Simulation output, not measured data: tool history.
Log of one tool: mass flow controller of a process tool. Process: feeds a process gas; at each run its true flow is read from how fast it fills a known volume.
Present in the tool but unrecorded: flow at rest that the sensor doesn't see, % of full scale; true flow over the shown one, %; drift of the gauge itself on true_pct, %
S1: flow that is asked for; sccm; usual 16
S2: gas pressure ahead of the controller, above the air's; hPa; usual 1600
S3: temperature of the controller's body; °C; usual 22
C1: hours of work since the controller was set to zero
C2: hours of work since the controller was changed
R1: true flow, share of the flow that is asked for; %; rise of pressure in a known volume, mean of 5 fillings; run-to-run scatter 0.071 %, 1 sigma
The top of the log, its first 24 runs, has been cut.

run	hour	S1	S2	S3	C1	C2	R1
25	6418.7	12	2340	20	1908	8501	100.33
26	6659.7	6	1540	37	2065	8658	97.75
27	6946.4	3	2290	31	2252	8845	98.24
28	7295.2	3	2290	31	2479	9072	98.45
29	7618.8	17	1720	27	2690	9283	100.49
30	7831.8	17	1720	27	2829	9422	100.74
31	8005.8	5	1540	22	2942	9535	99.64
32	8267.4	16	2030	21	3112	9706	101.40
33	8627.8	16	1770	33	3347	9940	100.26
34	8865.1	2	2070	29	3502	10095	99.03
35	9117.1	2	2070	29	3666	10259	99.18

Branching from run 35: 5 alternative next runs. What would each branch give?
A	9459.2	3	1690	22	3889	10482	?
B	9459.2	2	2070	40	3889	10482	?
C	9459.2	4	2470	22	3889	10482	?
D	9459.2	2	2790	29	3889	10482	?
E	9459.2	16	1600	38	3889	10482	?

run	R1
A	99.87
B	98.32
C	100.16
D	99.50
E	100.28
Had the tool no hidden state, the same runs would have come out as:
run	R1
A	97.83
B	96.29
C	98.12
D	97.45
E	98.26

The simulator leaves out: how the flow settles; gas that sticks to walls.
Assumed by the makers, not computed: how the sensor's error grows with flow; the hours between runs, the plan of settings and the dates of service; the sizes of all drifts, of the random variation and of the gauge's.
